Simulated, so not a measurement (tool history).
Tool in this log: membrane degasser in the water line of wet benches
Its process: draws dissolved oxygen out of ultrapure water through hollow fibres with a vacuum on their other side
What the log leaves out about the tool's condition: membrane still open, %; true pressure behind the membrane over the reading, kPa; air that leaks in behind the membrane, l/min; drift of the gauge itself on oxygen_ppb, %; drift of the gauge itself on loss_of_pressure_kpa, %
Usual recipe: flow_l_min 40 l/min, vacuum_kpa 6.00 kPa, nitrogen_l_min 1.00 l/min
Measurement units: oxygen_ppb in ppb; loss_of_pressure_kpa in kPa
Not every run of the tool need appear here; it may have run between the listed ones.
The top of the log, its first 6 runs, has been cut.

run    hour  flow_l_min  vacuum_kpa  nitrogen_l_min  hours since the membrane was changed  hours since the vacuum gauge was calibrated  hours since the vacuum lines were made tight  oxygen_ppb  loss_of_pressure_kpa
  7   815.4          45        6.00            1.00                                  6902                                         1733                                          3093       250.3                 52.17
  8  1000.1          45        6.00            1.00                                  7087                                         1918                                          3277       251.6                 52.02
  9  1082.2          40        7.50            1.00                                  7169                                         2000                                          3359       340.6                 46.02
 10  1165.9          40        6.00            1.38                                  7253                                         2084                                          3443       172.7                 46.30
 11  1298.3          40        6.00            1.38                                  7385                                         2216                                          3576       173.6                 46.10
 12  1486.5          40        6.00            1.38                                  7573                                         2404                                          3764       171.5                 46.30
 13  1571.5          40        6.00            1.00                                  7658                                         2489                                          3849       224.8                 45.57
 14  1750.7          51        6.00            1.00                                  7837                                         2668                                          4028       276.6                 58.57
 15  1867.5          40        6.00            1.65                                  7954                                         2785                                          4145       151.7                 45.87
 16  2017.1          40        6.00            1.65                                  8104                                         2935                                          4294       149.9                 45.74
 17  2211.7          40        6.00            1.65                                  8298                                         3129                                          4489       152.5                 45.64
 18  2389.5          40        3.87            0.73                                  8476                                         3307                                          4667        74.2                 45.88
 19  2518.4          59        6.17            0.79                                  8605                                         3436                                          4796       388.0                 67.49
 20  2641.4          43        5.45            1.00                                  8728                                         3559                                          4919       192.4                 48.94
 21  2735.1          40       11.50            1.28                                  8822                                         3653                                          5012       520.6                 45.33
 22  2925.9          40       11.50            1.28                                  9013                                         3844                                          5203       524.4                 45.76
 23  3096.0          40        6.00            0.93                                  9183                                         4014                                          5373       238.0                 45.34
     3201.4  -- gauge calibrated
 24  3215.3          52        6.00            0.93                                  9302                                         4133                                          5493       294.0                 60.57
 25  3387.7          54        3.83            0.93                                  9474                                         4305                                          5665        81.6                 62.99
 26  3574.3          31        5.38            1.62                                  9661                                         4492                                          5852        96.1                 36.15
 27  3770.7          36       10.49            1.14                                  9857                                         4688                                          6048       459.7                 41.24
 28  3949.1          40        6.00            0.55                                 10036                                         4867                                          6226       353.6                 45.92
     4129.3  -- vacuum gauge calibrated
 29  4135.1          32        6.22            0.52                                 10221                                            6                                          6412       326.4                 37.29
 30  4307.9          30       10.37            1.00                                 10394                                          179                                          6585       436.9                 34.72
 31  4412.3          52        9.23            1.00                                 10499                                          283                                          6689       585.0                 60.23

5 options for the next run, each taken on its own from the tool as it stands now. Forecast them:
  A  4566.3          36       13.12            1.97                                 10653                                          437                                          6843           ?                     ?
  B  4566.3          39        6.52            1.00                                 10653                                          437                                          6843           ?                     ?
  C  4566.3          43       10.94            1.00                                 10653                                          437                                          6843           ?                     ?
  D  4566.3          45        8.34            1.00                                 10653                                          437                                          6843           ?                     ?
  E  4566.3          32        9.88            1.49                                 10653                                          437                                          6843           ?                     ?

run  oxygen_ppb  loss_of_pressure_kpa
  A       392.7                 41.50
  B       260.2                 44.97
  C       619.1                 49.53
  D       435.5                 52.15
  E       306.3                 36.68
Take away the tool's hidden state, keep each run's random variation, and the runs would have read:
run  oxygen_ppb  loss_of_pressure_kpa
  A       392.6                 41.91
  B       260.1                 45.41
  C       619.0                 50.02
  D       435.4                 52.66
  E       306.2                 37.04
